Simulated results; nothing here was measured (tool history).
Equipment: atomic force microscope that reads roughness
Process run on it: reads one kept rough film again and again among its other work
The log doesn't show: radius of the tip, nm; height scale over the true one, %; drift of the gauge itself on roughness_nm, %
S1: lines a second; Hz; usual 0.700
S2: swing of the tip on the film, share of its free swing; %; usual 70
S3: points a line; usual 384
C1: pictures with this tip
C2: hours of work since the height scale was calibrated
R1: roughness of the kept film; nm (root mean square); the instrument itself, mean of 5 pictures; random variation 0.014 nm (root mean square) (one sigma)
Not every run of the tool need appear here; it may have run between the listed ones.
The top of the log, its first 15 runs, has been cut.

run 16 hour=619.0 | S1=0.700 S2=70 S3=384 | C1=116 C2=451 | R1=3.012
run 17 hour=677.9 | S1=0.700 S2=70 S3=384 | C1=236 C2=493 | R1=2.839
-- hour=693.2 new tip fitted
run 18 hour=732.0 | S1=0.700 S2=70 S3=384 | C1=79 C2=531 | R1=3.092
run 19 hour=771.3 | S1=0.700 S2=70 S3=496 | C1=159 C2=560 | R1=2.973
run 20 hour=807.1 | S1=1.644 S2=61 S3=595 | C1=231 C2=585 | R1=2.826
-- hour=824.9 new tip fitted
run 21 hour=858.5 | S1=1.803 S2=70 S3=384 | C1=68 C2=622 | R1=2.892
run 22 hour=895.5 | S1=1.803 S2=90 S3=954 | C1=143 C2=648 | R1=2.378
run 23 hour=925.6 | S1=0.635 S2=86 S3=327 | C1=204 C2=670 | R1=2.741
-- hour=958.0 new tip fitted
run 24 hour=983.5 | S1=2.276 S2=56 S3=384 | C1=52 C2=711 | R1=3.075
run 25 hour=1037.4 | S1=0.658 S2=70 S3=442 | C1=162 C2=750 | R1=2.952
run 26 hour=1081.2 | S1=0.700 S2=59 S3=384 | C1=251 C2=781 | R1=2.842
-- hour=1091.3 new tip fitted
run 27 hour=1118.7 | S1=2.292 S2=70 S3=406 | C1=56 C2=808 | R1=2.825
run 28 hour=1169.2 | S1=2.292 S2=62 S3=523 | C1=158 C2=844 | R1=2.826
run 29 hour=1219.0 | S1=2.292 S2=62 S3=523 | C1=259 C2=880 | R1=2.693
-- hour=1223.7 new tip fitted
run 30 hour=1258.6 | S1=2.972 S2=70 S3=384 | C1=71 C2=908 | R1=2.733
run 31 hour=1315.8 | S1=2.972 S2=70 S3=384 | C1=187 C2=949 | R1=2.553
run 32 hour=1345.1 | S1=0.645 S2=70 S3=384 | C1=247 C2=970 | R1=2.825
-- hour=1358.9 new tip fitted
run 33 hour=1370.1 | S1=0.783 S2=70 S3=729 | C1=23 C2=988 | R1=3.147
run 34 hour=1405.9 | S1=0.700 S2=85 S3=384 | C1=95 C2=1014 | R1=2.902
run 35 hour=1453.6 | S1=1.413 S2=63 S3=384 | C1=192 C2=1048 | R1=2.844
run 36 hour=1484.4 | S1=2.525 S2=88 S3=664 | C1=255 C2=1070 | R1=2.082
-- hour=1492.0 new tip fitted
run 37 hour=1510.3 | S1=0.700 S2=70 S3=898 | C1=37 C2=1088 | R1=3.141

Branching from run 37: 5 alternative next runs. What would each branch give?
run A hour=1559.9 | S1=0.700 S2=68 S3=384 | C1=138 C2=1124 | R1=?
run B hour=1559.9 | S1=1.800 S2=75 S3=885 | C1=138 C2=1124 | R1=?
run C hour=1559.9 | S1=0.700 S2=57 S3=561 | C1=138 C2=1124 | R1=?
run D hour=1559.9 | S1=0.700 S2=70 S3=316 | C1=138 C2=1124 | R1=?
run E hour=1559.9 | S1=0.700 S2=70 S3=271 | C1=138 C2=1124 | R1=?

run=A R1=2.975
run=B R1=2.701
run=C R1=3.047
run=D R1=2.972
run=E R1=2.939
Take away the tool's hidden state, keep each run's random variation, and the runs would have read:
run=A R1=3.257
run=B R1=2.956
run=C R1=3.334
run=D R1=3.253
run=E R1=3.216
